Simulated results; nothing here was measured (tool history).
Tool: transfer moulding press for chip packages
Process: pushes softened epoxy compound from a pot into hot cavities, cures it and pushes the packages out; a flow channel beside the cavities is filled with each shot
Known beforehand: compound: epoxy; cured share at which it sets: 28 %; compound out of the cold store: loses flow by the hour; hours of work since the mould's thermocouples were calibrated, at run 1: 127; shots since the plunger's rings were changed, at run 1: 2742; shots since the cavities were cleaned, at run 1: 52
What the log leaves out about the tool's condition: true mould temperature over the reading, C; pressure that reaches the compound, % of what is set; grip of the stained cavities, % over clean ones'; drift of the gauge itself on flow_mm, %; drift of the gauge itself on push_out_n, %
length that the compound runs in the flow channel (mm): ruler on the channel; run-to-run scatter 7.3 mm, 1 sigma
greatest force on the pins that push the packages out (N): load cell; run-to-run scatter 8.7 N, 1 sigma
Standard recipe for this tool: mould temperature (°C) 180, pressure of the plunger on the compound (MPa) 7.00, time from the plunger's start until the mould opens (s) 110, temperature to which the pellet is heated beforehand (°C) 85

run	hour	mould temperature (°C)	pressure of the plunger on the compound (MPa)	time from the plunger's start until the mould opens (s)	temperature to which the pellet is heated beforehand (°C)	hours of work since the mould's thermocouples were calibrated	shots since the plunger's rings were changed	shots since the cavities were cleaned	incoming compound's hours out of the cold store	length that the compound runs in the flow channel (mm)	greatest force on the pins that push the packages out (N)
1	0.0	180	7.00	110	85	127	2742	52	17.6	835	419
2	5.1	180	7.00	110	85	129	2779	89	29.0	766	421
3	11.7	180	7.00	110	85	132	2827	137	26.7	770	425
4	18.8	180	7.00	117	85	136	2879	189	11.7	891	405
5	28.4	180	7.00	117	85	140	2949	259	11.2	883	436
6	35.8	180	7.00	117	85	144	3004	314	20.9	819	424
7	45.4	180	7.00	110	85	148	3074	384	33.7	724	483
8	51.2	180	7.00	110	85	151	3116	426	10.2	892	481
# hour 53.2: cavities cleaned with cleaning compound and waxed
9	63.1	181	7.00	128	85	156	3192	72	22.5	798	445
10	70.2	181	7.00	128	85	159	3244	124	14.6	866	450
11	75.6	177	5.24	102	85	161	3284	164	41.3	602	644
12	80.2	177	5.24	102	85	163	3317	197	12.3	763	743
13	90.3	180	8.62	126	87	168	3391	271	24.5	882	487
14	100.4	180	8.62	126	87	173	3465	345	42.0	755	478

Entry by entry between the runs, the difference in hidden state between the last listed run before and the first listed run after:
Logged between run 8 and run 9: cavities cleaned with cleaning compound and waxed (hour 53.2)
  true mould temperature over the reading, C: -0.39 -> -0.4; pressure that reaches the compound, % of what is set: 90.98 -> 90.78; grip of the stained cavities, % over clean ones': 20.7 -> 34.4
  measured minus no-state result, length that the compound runs in the flow channel (mm): -42 -> -39; greatest force on the pins that push the packages out (N): +88 -> +115

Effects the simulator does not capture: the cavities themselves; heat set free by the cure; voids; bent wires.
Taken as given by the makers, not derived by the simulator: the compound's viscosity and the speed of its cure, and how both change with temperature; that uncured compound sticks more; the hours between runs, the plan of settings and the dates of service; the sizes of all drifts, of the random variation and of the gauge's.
